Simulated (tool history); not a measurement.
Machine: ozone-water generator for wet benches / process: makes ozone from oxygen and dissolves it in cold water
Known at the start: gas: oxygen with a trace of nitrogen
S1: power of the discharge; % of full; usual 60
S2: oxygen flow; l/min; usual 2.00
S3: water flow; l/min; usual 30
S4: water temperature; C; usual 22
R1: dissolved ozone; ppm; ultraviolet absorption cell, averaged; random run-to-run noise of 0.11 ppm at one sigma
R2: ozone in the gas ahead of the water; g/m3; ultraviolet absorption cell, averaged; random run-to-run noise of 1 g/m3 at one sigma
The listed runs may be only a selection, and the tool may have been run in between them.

| run | hour | S1 | S2 | S3 | S4 | R1 | R2 |
|---|---|---|---|---|---|---|---|
| 1 | 0.0 | 60 | 2.00 | 30 | 22 | 7.6 | 171.7 |
| 2 | 49.4 | 60 | 2.00 | 30 | 22 | 7.7 | 172.1 |
| 3 | 144.9 | 60 | 2.00 | 30 | 22 | 7.6 | 170.6 |
| 4 | 247.6 | 60 | 2.00 | 30 | 22 | 7.6 | 172.7 |
| 5 | 318.5 | 60 | 2.00 | 30 | 22 | 7.6 | 171.6 |
| 6 | 413.0 | 60 | 2.80 | 30 | 22 | 8.7 | 152.4 |
| 7 | 502.2 | 60 | 2.80 | 30 | 22 | 8.8 | 151.2 |
| 8 | 554.1 | 60 | 2.80 | 30 | 22 | 8.8 | 152.8 |
| 9 | 603.3 | 46 | 3.34 | 46 | 25 | 5.0 | 118.5 |
| 10 | 705.7 | 66 | 1.32 | 22 | 15 | 9.4 | 208.6 |
| 11 | 751.8 | 68 | 1.86 | 31 | 29 | 7.5 | 189.9 |
| 12 | 830.6 | 68 | 1.86 | 31 | 29 | 7.4 | 192.4 |
| 13 | 896.1 | 68 | 1.86 | 31 | 29 | 7.4 | 192.9 |
| 14 | 988.0 | 68 | 1.86 | 31 | 29 | 7.1 | 188.6 |
| 15 | 1068.2 | 68 | 1.86 | 31 | 29 | 7.5 | 192.1 |
| 16 | 1134.2 | 68 | 1.86 | 31 | 29 | 7.3 | 191.6 |

4 ways to go on from here, each from the tool as it stands after run 16. What would each give?
| A | 1221.1 | 60 | 1.41 | 22 | 22 | ? | ? |
| B | 1221.1 | 43 | 1.12 | 31 | 25 | ? | ? |
| C | 1221.1 | 47 | 1.86 | 31 | 21 | ? | ? |
| D | 1221.1 | 60 | 2.00 | 31 | 16 | ? | ? |

| run | R1 | R2 |
|---|---|---|
| A | 8.5 | 190.7 |
| B | 4.2 | 162.3 |
| C | 5.9 | 144.7 |
| D | 7.4 | 170.5 |
Had the tool no hidden state, the same runs would have come out as:
| run | R1 | R2 |
|---|---|---|
| A | 9.2 | 196.5 |
| B | 4.5 | 165.8 |
| C | 6.3 | 148.1 |
| D | 8.0 | 175.6 |
